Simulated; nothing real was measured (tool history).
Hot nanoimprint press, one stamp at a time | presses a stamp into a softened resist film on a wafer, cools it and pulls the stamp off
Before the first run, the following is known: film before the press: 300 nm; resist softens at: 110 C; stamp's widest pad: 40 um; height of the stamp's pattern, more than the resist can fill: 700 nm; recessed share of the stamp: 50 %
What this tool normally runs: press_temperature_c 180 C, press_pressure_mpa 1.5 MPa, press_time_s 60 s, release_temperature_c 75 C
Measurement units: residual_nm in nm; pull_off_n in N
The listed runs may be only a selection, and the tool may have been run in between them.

| run | hour | press_temperature_c | press_pressure_mpa | press_time_s | release_temperature_c | residual_nm | pull_off_n |
|---|---|---|---|---|---|---|---|
| 1 | 0 | 180 | 1.5 | 60 | 75 | 117.6 | 183 |
| 2 | 21.1 | 180 | 1.5 | 60 | 75 | 117.6 | 188 |
| 3 | 58.4 | 180 | 1.5 | 60 | 75 | 116.4 | 197 |
| 4 | 81.4 | 180 | 1.5 | 60 | 75 | 118.3 | 205 |
| 5 | 108.7 | 180 | 1.5 | 60 | 75 | 117.7 | 208 |
| 6 | 144.7 | 180 | 1.5 | 60 | 75 | 118.5 | 218 |
|  | 152.6 | plate thermocouple calibrated |
| 7 | 183.5 | 180 | 1.5 | 113 | 75 | 89.6 | 232 |
| 8 | 202.8 | 180 | 1.5 | 113 | 75 | 88.8 | 237 |
| 9 | 220.6 | 180 | 1.5 | 113 | 75 | 89.6 | 248 |
| 10 | 239.5 | 180 | 1.5 | 113 | 75 | 89.9 | 255 |
| 11 | 267.3 | 180 | 1.57 | 60 | 75 | 113.9 | 273 |
| 12 | 283.5 | 184 | 1.24 | 60 | 82 | 109.4 | 230 |
| 13 | 305.6 | 184 | 1.24 | 60 | 82 | 112.1 | 238 |
|  | 315 | stamp cleaned and given a new release coat |
| 14 | 330.5 | 180 | 1.5 | 34 | 75 | 146 | 164 |
| 15 | 365.6 | 180 | 1.5 | 34 | 75 | 146 | 175 |
| 16 | 392.7 | 178 | 2.36 | 66 | 75 | 99.3 | 183 |
| 17 | 423.6 | 187 | 1.93 | 57 | 76 | 82.1 | 194 |

What does the tool deliver on the next run?
| 18 | 454.8 | 182 | 2.13 | 41 | 71 | ? | ? |

For run 18 the tool returned residual_nm 109.5 nm, pull_off_n 229 N.
Had the tool carried no hidden state, the very same run would have given residual_nm 103 nm, pull_off_n 178 N.
